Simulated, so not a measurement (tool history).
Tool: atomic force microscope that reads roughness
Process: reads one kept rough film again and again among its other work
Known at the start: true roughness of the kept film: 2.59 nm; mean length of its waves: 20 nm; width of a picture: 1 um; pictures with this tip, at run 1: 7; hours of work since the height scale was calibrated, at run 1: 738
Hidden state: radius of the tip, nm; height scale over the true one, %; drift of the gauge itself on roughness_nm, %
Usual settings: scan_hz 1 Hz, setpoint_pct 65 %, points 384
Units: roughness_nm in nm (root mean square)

run   hour  scan_hz  setpoint_pct  points  pictures with this tip  hours of work since the height scale was calibrated  roughness_nm
  1      0        1            65     384                       7                                                  738         1.935
  2   23.9        1            57     384                      53                                                  756         1.856
  3   45.9     0.91            65     384                      96                                                  773         1.776
  4   64.2     0.91            65     384                     131                                                  788         1.732
  5   79.9        1            65     384                     161                                                  800         1.649
  6   92.7        1            65     384                     186                                                  809         1.615
  7  106.3     0.52            65     384                     212                                                  820          1.61
     113.2  -- new tip fitted
  8  123.7     0.52            65     384                      21                                                  833         1.944
  9  144.5     0.52            65     384                      61                                                  849         1.852
 10  166.1     0.52            65     384                     102                                                  866         1.785
 11  176.4        1            60     384                     122                                                  874         1.729
 12  189.3        1            60     384                     147                                                  883         1.699
 13    212        1            60     384                     191                                                  901         1.646
 14  224.3        1            60     384                     214                                                  910         1.587
     229.6  -- new tip fitted
 15  235.2     0.56            65     287                      10                                                  918         1.907
 16  258.8     2.61            79     367                      56                                                  937         1.523
 17  282.4     0.72            57     763                     101                                                  955         1.793
 18  297.8     3.04            58     294                     131                                                  967         1.601
 19  314.3     3.04            58     294                     163                                                  979         1.563
 20  327.1     0.99            75     365                     187                                                  989         1.554
     347.5  -- new tip fitted
 21  351.6     0.99            75     362                       8                                                 1008         1.869
 22  369.8     1.32            65     384                      43                                                 1022         1.845
 23    393      3.9            85     384                      87                                                 1040         1.265
 24  408.7     1.39            68     256                     118                                                 1052         1.652
 25  429.8     0.72            64     256                     158                                                 1068         1.658
 26  440.6     1.44            65     256                     179                                                 1076         1.588
     464.9  -- new tip fitted
 27  465.4     0.82            65     743                       1                                                 1095         1.999

Measured less the same run without the tool's hidden state. The same run-to-run variation is in both; the gauge's scatter may not be:
run  roughness_nm
  1        -0.012
  2        -0.109
  3        -0.185
  4        -0.243
  5        -0.288
  6        -0.326
  7        -0.369
  8        -0.047
  9        -0.132
 10        -0.208
 11        -0.238
 12        -0.277
 13        -0.345
 14        -0.372
 15        -0.049
 16        -0.118
 17        -0.229
 18        -0.254
 19        -0.299
 20        -0.334
 21        -0.008
 22         -0.08
 23        -0.116
 24        -0.209
 25        -0.285
 26        -0.308
 27        +0.006

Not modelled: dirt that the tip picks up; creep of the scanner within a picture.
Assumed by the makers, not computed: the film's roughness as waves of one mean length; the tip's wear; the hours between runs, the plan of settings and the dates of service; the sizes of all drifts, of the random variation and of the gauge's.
